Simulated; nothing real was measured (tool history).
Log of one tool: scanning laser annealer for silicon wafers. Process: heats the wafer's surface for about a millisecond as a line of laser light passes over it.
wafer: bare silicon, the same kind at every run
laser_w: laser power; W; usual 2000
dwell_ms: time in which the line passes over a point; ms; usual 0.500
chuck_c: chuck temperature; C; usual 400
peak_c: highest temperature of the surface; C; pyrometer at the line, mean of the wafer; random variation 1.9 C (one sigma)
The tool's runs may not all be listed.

| run | day | laser_w | dwell_ms | chuck_c | peak_c |
|---|---|---|---|---|---|
| 1 | 0.000 | 2000 | 0.500 | 400 | 1221 |
| 2 | 0.862 | 2000 | 0.500 | 400 | 1224 |
| 3 | 1.679 | 2000 | 0.500 | 400 | 1218 |
| 4 | 2.221 | 2000 | 0.500 | 400 | 1218 |
| 5 | 2.908 | 2000 | 0.500 | 400 | 1220 |
| 6 | 3.750 | 2000 | 0.500 | 400 | 1222 |
| 7 | 4.458 | 2063 | 0.504 | 380 | 1225 |
| 8 | 5.154 | 1702 | 0.565 | 375 | 1125 |
| 9 | 5.708 | 1751 | 0.396 | 422 | 1059 |
| 10 | 6.512 | 2052 | 0.357 | 368 | 1063 |

Forecast each of these 5 alternatives for the next run:
| A | 7.017 | 1920 | 0.530 | 415 | ? |
| B | 7.017 | 2200 | 0.508 | 400 | ? |
| C | 7.017 | 2052 | 0.493 | 368 | ? |
| D | 7.017 | 2000 | 0.395 | 400 | ? |
| E | 7.017 | 2000 | 0.570 | 400 | ? |

| run | peak_c |
|---|---|
| A | 1227 |
| B | 1302 |
| C | 1200 |
| D | 1120 |
| E | 1275 |
Without the tool's hidden state the same runs would have given:
| run | peak_c |
|---|---|
| A | 1251 |
| B | 1329 |
| C | 1224 |
| D | 1141 |
| E | 1301 |
